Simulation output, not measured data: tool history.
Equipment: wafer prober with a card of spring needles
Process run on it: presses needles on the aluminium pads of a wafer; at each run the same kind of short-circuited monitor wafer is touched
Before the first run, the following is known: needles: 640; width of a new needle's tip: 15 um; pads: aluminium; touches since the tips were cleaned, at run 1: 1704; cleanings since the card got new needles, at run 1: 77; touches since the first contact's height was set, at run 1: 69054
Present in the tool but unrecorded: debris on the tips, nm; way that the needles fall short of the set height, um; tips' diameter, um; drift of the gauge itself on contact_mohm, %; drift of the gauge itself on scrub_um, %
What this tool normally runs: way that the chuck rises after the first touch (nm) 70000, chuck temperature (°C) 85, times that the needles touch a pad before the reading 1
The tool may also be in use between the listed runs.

run,day,way that the chuck rises after the first touch (nm),chuck temperature (°C),times that the needles touch a pad before the reading,touches since the tips were cleaned,cleanings since the card got new needles,touches since the first contact's height was set,resistance of one needle with its contact and lead (mohm),way that a needle slides on the pad (nm)
1,0,70000,85,1,1704,77,69054,211,15890
# day 0.062: tips cleaned on abrasive film
# day 0.554: tips cleaned on abrasive film
# day 1.033: tips cleaned on abrasive film
2,1.325,70000,85,1,1170,80,74285,213,16110
# day 1.525: tips cleaned on abrasive film
# day 2.042: tips cleaned on abrasive film
3,2.242,70000,85,2,802,82,77905,209,16120
# day 2.512: tips cleaned on abrasive film
4,2.883,70000,110,1,1479,83,80438,217,16170
# day 2.988: tips cleaned on abrasive film
# day 3.458: tips cleaned on abrasive film
5,3.458,70000,108,1,0,85,82694,214,16160
# day 3.975: tips cleaned on abrasive film
# day 4.512: tips cleaned on abrasive film
6,4.758,70000,57,1,982,87,87838,206,16250
# day 4.992: tips cleaned on abrasive film
7,5.342,70000,39,1,1397,88,90151,201,16080
# day 5.462: tips cleaned on abrasive film
# day 5.983: tips cleaned on abrasive film
8,6.296,70000,39,1,1249,90,93909,198,16280
# day 6.496: tips cleaned on abrasive film
# day 6.933: height of the first contact set anew
# day 7.025: tips cleaned on abrasive film
9,7.383,55000,60,1,1424,92,1778,206,12710
# day 7.562: tips cleaned on abrasive film
# day 8.096: tips cleaned on abrasive film
10,8.3,55000,60,1,827,94,5398,212,12630
# day 8.621: tips cleaned on abrasive film
# day 9.133: tips cleaned on abrasive film
# day 9.6: tips cleaned on abrasive film
11,9.6,55000,60,1,0,97,10521,209,12660
# day 10.075: tips cleaned on abrasive film
# day 10.542: tips cleaned on abrasive film
12,10.85,70000,63,1,1224,99,15459,205,16290
# day 11.021: tips cleaned on abrasive film
# day 11.542: tips cleaned on abrasive film
# day 12.012: tips cleaned on abrasive film
13,12.121,70000,63,1,436,102,20472,207,16330

Each row is a separate what-if for the run after 13, all from the same tool condition, not one after another. Results?
# day 12.567: tips cleaned on abrasive film
A,12.742,82000,63,1,699,103,22932,?,?
# day 12.567: tips cleaned on abrasive film
B,12.742,56000,86,1,699,103,22932,?,?
# day 12.567: tips cleaned on abrasive film
C,12.742,58000,85,1,699,103,22932,?,?
# day 12.567: tips cleaned on abrasive film
D,12.742,82000,38,3,699,103,22932,?,?

run,resistance of one needle with its contact and lead (mohm),way that a needle slides on the pad (nm)
A,207,19090
B,212,12740
C,212,13510
D,203,18830
Had the tool no hidden state, the same runs would have come out as:
run,resistance of one needle with its contact and lead (mohm),way that a needle slides on the pad (nm)
A,207,19100
B,212,12750
C,211,13520
D,202,18850
